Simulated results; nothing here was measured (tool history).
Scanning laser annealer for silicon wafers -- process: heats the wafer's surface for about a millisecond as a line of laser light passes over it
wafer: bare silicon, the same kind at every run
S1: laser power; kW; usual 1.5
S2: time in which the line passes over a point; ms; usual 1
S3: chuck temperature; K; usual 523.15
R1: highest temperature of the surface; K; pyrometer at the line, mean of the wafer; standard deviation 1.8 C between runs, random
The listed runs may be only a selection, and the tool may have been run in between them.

run	day	S1	S2	S3	R1
1	0	1.5	1	523.15	1271.15
2	0.2	1.5	0.79	523.15	1194.15
3	0.558	1.5	0.79	508.15	1183.15
4	0.738	1.5	1	523.15	1271.15
5	1.112	1.5	1	523.15	1273.15
# day 1.225: window over the wafer cleaned
6	1.621	1.5	1	528.15	1261.15
7	1.817	1.5	1	523.15	1257.15
# day 2.171: window over the wafer cleaned, once more
8	2.233	1.5	1	523.15	1293.15
9	2.483	1.5	1	523.15	1290.15
10	2.75	1.527	1	523.15	1307.15
11	2.929	1.527	1	523.15	1310.15
12	3.138	1.346	1.06	541.15	1232.15
13	3.412	1.645	1.13	517.15	1422.15
14	3.642	1.645	1.13	517.15	1420.15
15	4.05	1.645	1.13	517.15	1420.15
16	4.258	1.645	1.13	517.15	1422.15
17	4.621	1.565	0.71	516.15	1212.15
18	4.858	1.492	1	522.15	1281.15

Alternative continuations, all from the tool just after run 18; predict every row:
A	5.062	1.492	1	483.15	?
B	5.062	1.5	1	498.15	?
C	5.062	1.492	1	544.15	?
D	5.062	1.5	1.23	520.15	?
E	5.062	1.622	1	521.15	?

run	R1
A	1247.15
B	1268.15
C	1307.15
D	1362.15
E	1365.15
Take away the tool's hidden state, keep each run's random variation, and the runs would have read:
run	R1
A	1255.15
B	1277.15
C	1316.15
D	1371.15
E	1375.15

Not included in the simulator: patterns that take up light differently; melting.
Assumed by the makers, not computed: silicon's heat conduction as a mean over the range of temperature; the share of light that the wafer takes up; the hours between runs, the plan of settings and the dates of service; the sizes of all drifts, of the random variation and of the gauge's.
